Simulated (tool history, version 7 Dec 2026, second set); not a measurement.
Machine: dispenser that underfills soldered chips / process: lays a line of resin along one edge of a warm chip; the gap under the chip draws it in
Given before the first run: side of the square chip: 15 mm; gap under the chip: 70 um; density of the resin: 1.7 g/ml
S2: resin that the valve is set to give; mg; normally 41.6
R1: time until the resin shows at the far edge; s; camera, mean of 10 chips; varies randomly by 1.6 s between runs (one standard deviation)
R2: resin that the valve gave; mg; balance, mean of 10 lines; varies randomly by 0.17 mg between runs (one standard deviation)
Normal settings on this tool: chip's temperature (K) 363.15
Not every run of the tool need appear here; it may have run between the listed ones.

{"run": 1, "hour": 0.0, "chip's temperature (K)": 363.15, "S2": 41.6, "R1": 183.4, "R2": 40.83}
{"hour": 2.7, "done": "new syringe of resin"}
{"run": 2, "hour": 3.1, "chip's temperature (K)": 363.15, "S2": 41.6, "R1": 158.5, "R2": 40.44}
{"run": 3, "hour": 6.9, "chip's temperature (K)": 363.15, "S2": 41.6, "R1": 177.9, "R2": 40.25}
{"run": 4, "hour": 9.1, "chip's temperature (K)": 363.15, "S2": 41.6, "R1": 184.0, "R2": 40.3}
{"run": 5, "hour": 11.1, "chip's temperature (K)": 363.15, "S2": 41.6, "R1": 192.8, "R2": 40.33}
{"hour": 12.0, "done": "new syringe of resin"}
{"run": 6, "hour": 14.8, "chip's temperature (K)": 363.15, "S2": 41.6, "R1": 165.0, "R2": 40.07}
{"run": 7, "hour": 18.7, "chip's temperature (K)": 363.15, "S2": 41.6, "R1": 183.7, "R2": 40.2}
{"hour": 21.1, "done": "new syringe of resin"}
{"run": 8, "hour": 22.1, "chip's temperature (K)": 363.15, "S2": 41.6, "R1": 158.1, "R2": 40.1}
{"run": 9, "hour": 26.1, "chip's temperature (K)": 367.15, "S2": 41.6, "R1": 160.9, "R2": 39.79}
{"hour": 30.3, "done": "new syringe of resin"}
{"run": 10, "hour": 30.6, "chip's temperature (K)": 367.15, "S2": 41.6, "R1": 142.3, "R2": 40.04}
{"run": 11, "hour": 33.8, "chip's temperature (K)": 363.15, "S2": 37.5, "R1": 177.0, "R2": 35.97}
{"run": 12, "hour": 38.1, "chip's temperature (K)": 365.15, "S2": 41.6, "R1": 180.8, "R2": 39.5}
{"hour": 39.4, "done": "new syringe of resin"}
{"run": 13, "hour": 42.7, "chip's temperature (K)": 365.15, "S2": 41.6, "R1": 164.4, "R2": 39.39}
{"run": 14, "hour": 46.3, "chip's temperature (K)": 361.15, "S2": 41.6, "R1": 202.2, "R2": 39.2}
{"hour": 48.4, "done": "new syringe of resin"}
{"run": 15, "hour": 48.6, "chip's temperature (K)": 361.15, "S2": 41.6, "R1": 162.4, "R2": 39.3}
{"run": 16, "hour": 52.0, "chip's temperature (K)": 361.15, "S2": 41.6, "R1": 178.5, "R2": 39.24}
{"run": 17, "hour": 55.1, "chip's temperature (K)": 361.15, "S2": 41.6, "R1": 196.4, "R2": 39.11}
{"hour": 57.4, "done": "new syringe of resin"}
{"run": 18, "hour": 59.0, "chip's temperature (K)": 374.15, "S2": 41.6, "R1": 115.1, "R2": 39.04}
{"run": 19, "hour": 61.1, "chip's temperature (K)": 357.15, "S2": 43.4, "R1": 203.8, "R2": 40.64}
{"run": 20, "hour": 64.8, "chip's temperature (K)": 363.15, "S2": 36.6, "R1": 195.4, "R2": 34.08}
{"hour": 66.1, "done": "dispensing valve cleaned and set on the balance"}
{"hour": 67.7, "done": "new syringe of resin"}
{"run": 21, "hour": 70.4, "chip's temperature (K)": 363.15, "S2": 36.6, "R1": 170.8, "R2": 36.54}
{"run": 22, "hour": 73.6, "chip's temperature (K)": 361.15, "S2": 44.9, "R1": 194.4, "R2": 45.25}
{"run": 23, "hour": 75.6, "chip's temperature (K)": 361.15, "S2": 44.9, "R1": 202.4, "R2": 44.74}
{"hour": 76.7, "done": "new syringe of resin"}
{"run": 24, "hour": 78.3, "chip's temperature (K)": 348.15, "S2": 41.6, "R1": 268.7, "R2": 41.2}
{"run": 25, "hour": 81.6, "chip's temperature (K)": 357.15, "S2": 52.6, "R1": 209.3, "R2": 51.7}
{"run": 26, "hour": 84.7, "chip's temperature (K)": 357.15, "S2": 52.6, "R1": 227.2, "R2": 52.27}
{"hour": 85.8, "done": "new syringe of resin"}
{"run": 27, "hour": 88.6, "chip's temperature (K)": 350.15, "S2": 52.5, "R1": 251.0, "R2": 51.69}
{"run": 28, "hour": 91.1, "chip's temperature (K)": 374.15, "S2": 50.3, "R1": 126.6, "R2": 49.53}
{"run": 29, "hour": 93.7, "chip's temperature (K)": 350.15, "S2": 41.6, "R1": 290.9, "R2": 40.81}
{"hour": 94.8, "done": "new syringe of resin"}
{"run": 30, "hour": 98.1, "chip's temperature (K)": 361.15, "S2": 52.0, "R1": 178.9, "R2": 50.96}
{"run": 31, "hour": 101.8, "chip's temperature (K)": 363.15, "S2": 46.5, "R1": 184.2, "R2": 45.37}
{"hour": 104.0, "done": "new syringe of resin"}
{"run": 32, "hour": 106.0, "chip's temperature (K)": 363.15, "S2": 46.5, "R1": 162.3, "R2": 45.52}
{"run": 33, "hour": 109.3, "chip's temperature (K)": 357.15, "S2": 39.2, "R1": 224.1, "R2": 38.1}
{"hour": 113.2, "done": "new syringe of resin"}
{"run": 34, "hour": 114.3, "chip's temperature (K)": 351.15, "S2": 37.6, "R1": 235.7, "R2": 36.22}
{"run": 35, "hour": 118.9, "chip's temperature (K)": 359.15, "S2": 39.7, "R1": 203.8, "R2": 38.29}
{"run": 36, "hour": 121.4, "chip's temperature (K)": 362.15, "S2": 46.7, "R1": 194.6, "R2": 45.46}

3 options for the next run, each taken on its own from the tool as it stands now. Forecast them:
{"hour": 122.6, "done": "new syringe of resin"}
{"run": "A", "hour": 124.2, "chip's temperature (K)": 356.15, "S2": 42.5, "R1": "?", "R2": "?"}
{"hour": 122.6, "done": "new syringe of resin"}
{"run": "B", "hour": 124.2, "chip's temperature (K)": 370.15, "S2": 43.3, "R1": "?", "R2": "?"}
{"hour": 122.6, "done": "new syringe of resin"}
{"run": "C", "hour": 124.2, "chip's temperature (K)": 363.15, "S2": 40.0, "R1": "?", "R2": "?"}

run=A R1=208.1 R2=40.89
run=B R1=133.5 R2=41.54
run=C R1=165.5 R2=37.97
With no hidden state in the tool, these same runs would have given:
run=A R1=196.2 R2=42.54
run=B R1=126.0 R2=43.22
run=C R1=155.8 R2=39.51

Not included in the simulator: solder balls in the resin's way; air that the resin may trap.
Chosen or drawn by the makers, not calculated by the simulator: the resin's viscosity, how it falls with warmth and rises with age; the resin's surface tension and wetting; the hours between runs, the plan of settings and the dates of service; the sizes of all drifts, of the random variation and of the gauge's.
